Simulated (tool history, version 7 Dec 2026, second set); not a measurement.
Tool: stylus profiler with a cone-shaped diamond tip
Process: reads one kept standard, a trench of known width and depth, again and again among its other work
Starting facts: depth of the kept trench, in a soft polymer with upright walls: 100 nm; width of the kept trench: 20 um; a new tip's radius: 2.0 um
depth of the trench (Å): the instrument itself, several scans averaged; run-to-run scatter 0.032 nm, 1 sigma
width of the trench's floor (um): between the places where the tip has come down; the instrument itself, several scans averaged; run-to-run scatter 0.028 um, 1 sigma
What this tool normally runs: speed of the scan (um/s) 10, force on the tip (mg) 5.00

run,hour,speed of the scan (um/s),force on the tip (mg),depth of the trench (Å),width of the trench's floor (um)
1,0.0,10,5.00,1018.9,18.66
2,13.1,10,12.56,1035.2,18.73
3,28.0,10,12.56,1035.7,18.67
4,38.0,10,12.56,1036.1,18.70
5,52.4,10,12.56,1035.8,18.72
6,68.9,10,12.56,1035.2,18.74
7,76.7,10,12.56,1035.7,18.74
8,85.7,10,12.56,1035.7,18.70
9,99.7,10,5.00,1018.5,18.66
10,110.4,10,5.00,1017.9,18.69
11,126.1,10,5.00,1018.5,18.73
12,138.0,10,5.00,1018.3,18.69
13,151.0,10,5.00,1018.2,18.72
14,169.2,30,5.00,1018.2,18.61
15,180.0,30,5.00,1018.3,18.60
16,196.2,30,5.00,1018.2,18.53
17,212.3,19,14.66,1039.0,18.68
18,225.2,25,2.95,1012.2,18.60
19,234.9,22,2.95,1012.6,18.65
20,247.7,4,3.26,1012.7,18.69
21,265.9,21,2.14,1008.8,18.63
22,282.3,31,4.73,1017.6,18.60
23,301.6,9,8.34,1026.4,18.65
24,314.9,8,7.67,1024.8,18.70
25,331.1,5,1.77,1008.2,18.72
26,350.3,16,9.29,1028.1,18.66
27,358.2,16,9.29,1028.3,18.67
28,375.9,16,9.29,1028.3,18.65
29,385.8,22,1.92,1008.7,18.59
30,403.5,10,5.46,1019.1,18.64
31,419.0,2,3.37,1013.6,18.69

Hidden state or all else? Some run-to-run changes of depth of the trench (Å), split into what the settings, what came in and random variation would give without the hidden state, and what is left for the hidden state (with any gauge scatter that isn't in both results):
Hidden conditions of the tool in this case: radius of the tip, um; height scale over the true one, %; drift of the gauge itself on depth_nm, %; drift of the gauge itself on floor_um, %.
Run 2 -> 3: settings left as they were, no log entry in between. depth of the trench (Å) +0.5: hidden state -0.1, all else +0.6.
Run 5 -> 6: settings left as they were, no log entry in between. depth of the trench (Å) -0.6: hidden state -0.1, all else -0.5.
Run 11 -> 12: settings left as they were, no log entry in between. depth of the trench (Å) -0.2: hidden state -0.1, all else -0.1.
Run 16 -> 17: speed of the scan (um/s) 30 -> 19, force on the tip (mg) 5.00 -> 14.66. depth of the trench (Å) +20.8: hidden state -0.1, all else +20.9.
Run 17 -> 18: speed of the scan (um/s) 19 -> 25, force on the tip (mg) 14.66 -> 2.95. depth of the trench (Å) -26.8: hidden state +0.1, all else -26.9.
Run 25 -> 26: speed of the scan (um/s) 5 -> 16, force on the tip (mg) 1.77 -> 9.29. depth of the trench (Å) +19.9: hidden state -0.1, all else +20.0.
